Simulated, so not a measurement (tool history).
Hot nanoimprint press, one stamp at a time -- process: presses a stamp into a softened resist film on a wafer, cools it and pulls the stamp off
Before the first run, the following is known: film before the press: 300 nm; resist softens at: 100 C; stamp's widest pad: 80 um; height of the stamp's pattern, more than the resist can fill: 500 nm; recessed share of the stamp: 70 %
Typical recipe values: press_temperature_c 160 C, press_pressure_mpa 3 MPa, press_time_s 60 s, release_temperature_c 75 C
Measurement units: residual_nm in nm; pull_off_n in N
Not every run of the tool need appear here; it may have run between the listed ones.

Run 1, day 0: usual settings. Result: residual_nm 134.5 nm, pull_off_n 192 N.
Run 2, day 0.788: usual settings. Result: residual_nm 134.4 nm, pull_off_n 196 N.
Run 3, day 1.546: usual settings but press_time_s 57 s. Result: residual_nm 135 nm, pull_off_n 193 N.
Run 4, day 3.267: usual settings but press_time_s 57 s. Result: residual_nm 137 nm, pull_off_n 200 N.
At day 4.425: stamp cleaned and given a new release coat.
Run 5, day 4.817: usual settings but press_time_s 57 s. Result: residual_nm 138.5 nm, pull_off_n 147 N.
Run 6, day 6.621: usual settings but press_time_s 57 s. Result: residual_nm 137.1 nm, pull_off_n 151 N.
Run 7, day 7.671: usual settings but press_time_s 57 s. Result: residual_nm 138.2 nm, pull_off_n 152 N.
Run 8, day 9.029: usual settings but press_time_s 57 s. Result: residual_nm 141 nm, pull_off_n 157 N.
Run 9, day 10.708: usual settings but press_temperature_c 167 C. Result: residual_nm 104.5 nm, pull_off_n 157 N.
Run 10, day 11.75: usual settings but press_temperature_c 167 C. Result: residual_nm 107 nm, pull_off_n 166 N.
Run 11, day 13.083: usual settings but release_temperature_c 69 C. Result: residual_nm 139 nm, pull_off_n 181 N.
Run 12, day 14.271: usual settings but release_temperature_c 69 C. Result: residual_nm 139.6 nm, pull_off_n 186 N.
Run 13, day 15.462: usual settings but press_time_s 70 s. Result: residual_nm 131.4 nm, pull_off_n 172 N.
Run 14, day 16.688: usual settings. Result: residual_nm 138.9 nm, pull_off_n 171 N.
Run 15, day 17.904: usual settings but release_temperature_c 71 C. Result: residual_nm 138.7 nm, pull_off_n 190 N.
Run 16, day 18.821: usual settings but release_temperature_c 74 C. Result: residual_nm 141.3 nm, pull_off_n 185 N.
Run 17, day 19.554: usual settings but press_temperature_c 158 C, press_pressure_mpa 2.99 MPa, press_time_s 32 s, release_temperature_c 74 C. Result: residual_nm 183 nm, pull_off_n 189 N.
Run 18, day 20.621: usual settings but release_temperature_c 77 C. Result: residual_nm 140 nm, pull_off_n 177 N.
Run 19, day 21.75: usual settings but press_temperature_c 171 C, press_pressure_mpa 4.23 MPa, press_time_s 118 s, release_temperature_c 80 C. Result: residual_nm 61.1 nm, pull_off_n 176 N.
Run 20, day 23.492: usual settings but press_temperature_c 171 C, press_pressure_mpa 4.23 MPa, press_time_s 118 s, release_temperature_c 80 C. Result: residual_nm 60.4 nm, pull_off_n 178 N.
Run 21, day 24.867: usual settings but press_temperature_c 171 C, press_pressure_mpa 4.23 MPa, press_time_s 118 s, release_temperature_c 70 C. Result: residual_nm 61.2 nm, pull_off_n 211 N.
Run 22, day 26.471: usual settings but press_temperature_c 171 C, press_pressure_mpa 4.23 MPa, press_time_s 118 s, release_temperature_c 70 C. Result: residual_nm 60.7 nm, pull_off_n 220 N.
At day 26.733: plate thermocouple calibrated.
Run 23, day 27.704: usual settings but press_time_s 49 s. Result: residual_nm 140.5 nm, pull_off_n 197 N.
Run 24, day 28.875: usual settings but press_temperature_c 168 C, press_pressure_mpa 2.98 MPa, press_time_s 109 s, release_temperature_c 81 C. Result: residual_nm 80.5 nm, pull_off_n 178 N.
At day 29.762: stamp cleaned and given a new release coat.
Run 25, day 30.333: usual settings but press_temperature_c 149 C. Result: residual_nm 199 nm, pull_off_n 144 N.
Run 26, day 31.779: usual settings but press_pressure_mpa 3.82 MPa, press_time_s 63 s, release_temperature_c 76 C. Result: residual_nm 115.4 nm, pull_off_n 147 N.
Run 27, day 33.371: usual settings but press_pressure_mpa 1.89 MPa, press_time_s 63 s, release_temperature_c 60 C. Result: residual_nm 168.5 nm, pull_off_n 192 N.
Run 28, day 34.654: usual settings but press_pressure_mpa 1.89 MPa, press_time_s 63 s, release_temperature_c 60 C. Result: residual_nm 169.1 nm, pull_off_n 190 N.
Run 29, day 36.412: usual settings but press_temperature_c 161 C, press_pressure_mpa 1.85 MPa, press_time_s 64 s, release_temperature_c 63 C. Result: residual_nm 163.5 nm, pull_off_n 194 N.

Some steps in residual_nm, run to run, broken into two amounts with sign: the step expected even without the hidden condition (settings, incoming material, random variation), and the rest, left for the hidden condition together with whatever gauge scatter is not in both the measured and the hidden-condition-free result:
The tool's hidden condition here consists of: true temperature over the reading, C; pressure that arrives at the usual setting, %; grip of the stamp's worn release coat, % over a new coat's; drift of the gauge itself on residual_nm, %; drift of the gauge itself on pull_off_n, %.
Run 18 -> 19: press_temperature_c 160 -> 171, press_pressure_mpa 3 -> 4.23, press_time_s 60 -> 118, release_temperature_c 77 -> 80. residual_nm -78.9 nm: hidden state -5.1, all else -73.8.
Run 22 -> 23: press_temperature_c 171 -> 160, press_pressure_mpa 4.23 -> 3, press_time_s 118 -> 49, release_temperature_c 70 -> 75, plate thermocouple calibrated. residual_nm +79.8 nm: hidden state -3.6, all else +83.4.
Run 24 -> 25: press_temperature_c 168 -> 149, press_pressure_mpa 2.98 -> 3, press_time_s 109 -> 60, release_temperature_c 81 -> 75, stamp cleaned and given a new release coat. residual_nm +118.5 nm: hidden state +1.4, all else +117.1.
Run 25 -> 26: press_temperature_c 149 -> 160, press_pressure_mpa 3 -> 3.82, press_time_s 60 -> 63, release_temperature_c 75 -> 76. residual_nm -83.6 nm: hidden state +0.2, all else -83.8.
